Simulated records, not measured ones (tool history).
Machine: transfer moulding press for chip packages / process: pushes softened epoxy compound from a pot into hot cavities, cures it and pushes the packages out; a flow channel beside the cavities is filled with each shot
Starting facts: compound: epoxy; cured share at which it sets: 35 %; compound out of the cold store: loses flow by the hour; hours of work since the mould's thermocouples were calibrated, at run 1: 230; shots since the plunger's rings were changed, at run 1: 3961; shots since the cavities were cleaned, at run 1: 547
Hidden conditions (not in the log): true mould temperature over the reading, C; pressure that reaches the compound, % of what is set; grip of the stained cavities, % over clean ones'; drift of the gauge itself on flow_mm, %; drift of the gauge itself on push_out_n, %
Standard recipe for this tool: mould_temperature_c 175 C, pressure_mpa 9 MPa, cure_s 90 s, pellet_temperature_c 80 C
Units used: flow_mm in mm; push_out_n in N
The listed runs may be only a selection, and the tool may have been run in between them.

run,hour,mould_temperature_c,pressure_mpa,cure_s,pellet_temperature_c,hours of work since the mould's thermocouples were calibrated,shots since the plunger's rings were changed,shots since the cavities were cleaned,incoming compound's hours out of the cold store,flow_mm,push_out_n
1,0,175,9,90,80,230,3961,547,9.8,925,213
2,4.7,175,9,90,80,234,4029,615,40.5,856,202
3,10.5,175,9,90,80,238,4112,698,35.3,864,194
# hour 13.2: cavities cleaned with cleaning compound and waxed
4,20.5,175,9,90,87,243,4235,106,39.5,857,203
5,28.6,175,9,90,87,249,4350,221,34.8,851,205
6,37.6,175,9,90,80,255,4480,351,40.6,851,209
7,47.1,175,9,90,80,262,4617,488,18.1,902,204
8,54.5,175,9,90,80,267,4724,595,42.4,852,197
9,59.3,175,9,90,80,270,4792,663,36.7,847,208
# hour 64.1: cavities cleaned with cleaning compound and waxed
# hour 72.4: plunger's sealing rings changed
10,72.4,175,9,90,80,276,0,83,31.2,873,193
11,80.1,175,9.03,90,80,281,110,193,42.5,849,200
12,88.4,175,9.03,90,80,287,230,313,19.5,910,214
13,92.3,175,9,90,71,290,286,369,34.3,860,201
14,97.9,175,9,91,80,294,367,450,28.3,886,212
15,106,175,9,100,71,299,483,566,20.1,902,188
16,112.1,170,9,90,79,303,570,653,36.1,876,261
# hour 118.2: cavities cleaned with cleaning compound and waxed
17,123,170,9.13,90,90,310,706,69,14.4,941,270
18,131.6,168,9.46,90,80,316,829,192,38.5,908,292
19,136,170,9.46,90,80,319,893,256,43,870,252
20,141.9,170,9.46,99,80,323,978,341,18.1,948,233
21,149.2,170,9.46,99,80,328,1083,446,17.5,956,227
22,154.4,182,10.34,108,80,331,1158,521,35.6,898,182
23,158.5,182,10.34,89,80,334,1217,580,47.4,873,186
24,162.9,182,10.34,89,89,337,1280,643,34.6,889,185
# hour 169.5: cavities cleaned with cleaning compound and waxed
25,169.5,175,9,80,80,341,1354,0,15.2,907,241
26,174.6,175,9.03,109,80,344,1427,73,41.1,838,191
27,183,177,10.66,84,85,350,1547,193,16.3,981,196
28,187,168,7.88,78,88,353,1605,251,47.2,791,365

Predict each of these 3 candidate next runs independently; none follows another, all start after run 28:
A,194.2,175,10.07,90,80,357,1709,355,43.1,?,?
B,194.2,178,7.88,70,89,357,1709,355,32.1,?,?
C,194.2,170,7.92,89,80,357,1709,355,22.7,?,?

run,flow_mm,push_out_n
A,877,197
B,804,238
C,850,272
Without the tool's unlogged condition, the same runs would have read:
run,flow_mm,push_out_n
A,877,196
B,804,236
C,851,270
